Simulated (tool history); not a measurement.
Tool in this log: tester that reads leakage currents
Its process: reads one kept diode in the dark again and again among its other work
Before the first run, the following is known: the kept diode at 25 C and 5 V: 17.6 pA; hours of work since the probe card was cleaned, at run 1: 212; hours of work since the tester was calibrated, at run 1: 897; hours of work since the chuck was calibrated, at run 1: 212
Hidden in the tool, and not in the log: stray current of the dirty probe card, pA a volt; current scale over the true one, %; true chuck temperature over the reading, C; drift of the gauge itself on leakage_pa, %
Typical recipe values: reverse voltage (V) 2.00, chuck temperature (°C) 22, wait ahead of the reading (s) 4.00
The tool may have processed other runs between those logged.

run,hour,reverse voltage (V),chuck temperature (°C),wait ahead of the reading (s),hours of work since the probe card was cleaned,hours of work since the tester was calibrated,hours of work since the chuck was calibrated,current that the tester gives (pA)
1,0.0,2.00,22,4.00,212,897,212,8.67
2,75.4,2.00,22,4.00,246,931,246,8.74
3,147.0,2.00,22,4.00,278,964,278,8.63
4,293.8,2.00,22,4.00,345,1030,345,8.64
5,398.3,2.00,22,4.00,393,1078,393,8.82
6,538.8,2.00,22,4.00,456,1142,456,8.81
7,647.7,2.00,32,4.00,506,1191,506,21.94
8,753.0,2.00,22,0.42,554,1239,554,10.40
9,860.6,2.00,22,4.00,603,1288,603,8.99
10,967.3,2.00,22,4.00,651,1336,651,9.02
11,1078.1,1.24,22,4.00,701,1387,701,7.07
# hour 1091.3: probe card cleaned and baked
12,1196.0,1.24,22,4.00,48,1439,754,7.14
13,1313.8,1.24,22,4.00,101,1492,807,7.25
14,1403.7,1.24,22,4.00,142,1533,848,7.20
15,1512.6,2.00,52,4.00,191,1583,897,120.45
16,1630.4,2.00,22,4.00,245,1636,951,9.47
17,1709.3,2.00,22,4.00,281,1672,987,9.35
# hour 1772.0: probe card cleaned and baked, once more
18,1783.6,2.00,22,4.00,5,1704,1019,9.04
19,1938.9,2.00,22,4.00,76,1775,1090,9.17
20,2037.7,2.00,22,4.00,121,1820,1135,9.40
21,2130.7,15.59,28,4.00,163,1862,1177,46.58
22,2231.5,8.07,28,4.00,209,1908,1223,33.02
# hour 2333.5: chuck's temperature calibrated
23,2371.2,1.29,22,4.00,271,1970,17,6.95
24,2498.3,2.00,42,4.00,329,2028,75,51.55
25,2589.9,10.77,41,4.32,371,2070,116,112.92
26,2708.1,2.00,32,4.00,424,2123,170,21.89
27,2859.2,1.08,51,1.15,493,2192,239,79.46
28,2994.8,2.00,28,4.00,555,2254,300,15.60
29,3125.9,2.00,20,0.55,614,2313,360,8.62

For run 30, what comes out?
30,3270.1,18.63,20,1.66,680,2379,425,?

{"run 30": {"current that the tester gives (pA)": 28.46}}
Were there no unlogged condition in the tool, this run, its random variation unchanged, would have produced current that the tester gives (pA) 25.24.

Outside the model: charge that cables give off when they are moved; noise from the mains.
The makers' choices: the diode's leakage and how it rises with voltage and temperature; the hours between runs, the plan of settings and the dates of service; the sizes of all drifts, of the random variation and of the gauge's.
